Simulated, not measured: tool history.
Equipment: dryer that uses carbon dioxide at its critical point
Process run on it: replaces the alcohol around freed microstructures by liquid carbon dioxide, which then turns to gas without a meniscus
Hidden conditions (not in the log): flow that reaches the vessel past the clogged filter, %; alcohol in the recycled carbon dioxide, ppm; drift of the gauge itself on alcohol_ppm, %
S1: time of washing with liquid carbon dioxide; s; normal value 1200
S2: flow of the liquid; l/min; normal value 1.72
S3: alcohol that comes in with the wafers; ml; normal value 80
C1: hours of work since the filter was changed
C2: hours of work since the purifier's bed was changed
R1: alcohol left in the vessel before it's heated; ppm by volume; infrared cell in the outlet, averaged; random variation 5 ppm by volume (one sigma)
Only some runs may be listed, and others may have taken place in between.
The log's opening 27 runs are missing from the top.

run,day,S1,S2,S3,C1,C2,R1
28,14.25,1020,1.47,47,169,161,121
29,14.729,1200,1.72,80,173,165,55
30,15.408,1800,2.12,80,178,171,19
31,16.038,1800,2.12,80,183,176,20
32,16.621,780,1.07,90,188,180,1447
33,16.929,1800,1.72,80,191,183,27
34,17.388,1380,1.72,80,194,186,41
35,17.704,1380,1.72,80,197,189,43
36,18.288,1740,1.86,106,201,194,33
37,19.008,900,1.39,23,207,199,134
38,19.321,900,1.39,23,210,202,138
39,19.75,900,1.66,23,213,205,71
40,20.379,900,1.66,23,218,210,82
41,20.908,1140,1.43,36,222,214,83
42,21.354,1620,2.52,36,226,218,32
43,21.908,1320,1.46,61,230,223,65
44,22.367,1500,1.96,80,234,226,41
45,23.029,960,1.48,35,239,231,123
46,23.446,960,1.48,35,243,235,122

Consider 5 possible next runs. They are alternatives, not a sequence: every one starts from the tool as it was left by run 46. What does each give?
A,23.933,960,1.09,35,247,239,?
B,23.933,1680,1.95,48,247,239,?
C,23.933,780,2.08,33,247,239,?
D,23.933,960,2.48,35,247,239,?
E,23.933,780,1.49,114,247,239,?

run,R1
A,321
B,32
C,89
D,34
E,706
Take away the tool's hidden state, keep each run's random variation, and the runs would have read:
run,R1
A,263
B,1
C,50
D,1
E,605
